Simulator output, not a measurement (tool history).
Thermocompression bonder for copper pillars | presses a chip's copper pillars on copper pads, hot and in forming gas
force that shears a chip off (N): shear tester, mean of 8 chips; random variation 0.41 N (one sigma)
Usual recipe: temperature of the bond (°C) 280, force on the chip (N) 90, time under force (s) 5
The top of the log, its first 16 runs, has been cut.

run	hour	temperature of the bond (°C)	force on the chip (N)	time under force (s)	force that shears a chip off (N)
17	605.1	280	58	5	30.8
18	648.2	280	58	5	29.4
19	675.1	280	58	5	29.9
20	723.4	254	90	5	32.9
21	749.2	280	90	5	44.1
22	777.2	280	92	5	45.3
23	809.2	280	92	5	44.7
24	831.0	263	93	7	42.6
25	860.6	280	90	15	60.5
26	884.9	289	90	3	40.6
# hour 907.9: forming gas filter changed
27	934.2	273	88	14	55.2
28	964.1	273	110	3	40.6
29	989.4	285	111	13	67.9
30	1024.4	285	111	15	69.7
31	1055.3	285	111	15	69.7
32	1098.1	295	59	5	36.8
33	1132.2	280	66	8	40.5
34	1177.5	280	57	6	32.1
35	1222.6	298	124	6	66.1
36	1245.3	298	124	6	66.4
37	1281.6	277	90	13	57.9
38	1318.5	277	90	13	56.8
# hour 1364.4: forming gas filter changed
39	1364.4	303	59	6	42.2
40	1407.3	303	59	12	52.5
41	1438.4	280	120	3	46.2

Predict each of these 3 candidate next runs independently; none follows another, all start after run 41:
A	1461.5	261	123	3	?
B	1461.5	280	90	13	?
C	1461.5	280	90	11	?

run	force that shears a chip off (N)
A	38.8
B	59.4
C	55.8
Take away the tool's hidden state, keep each run's random variation, and the runs would have read:
run	force that shears a chip off (N)
A	38.4
B	59.0
C	55.4
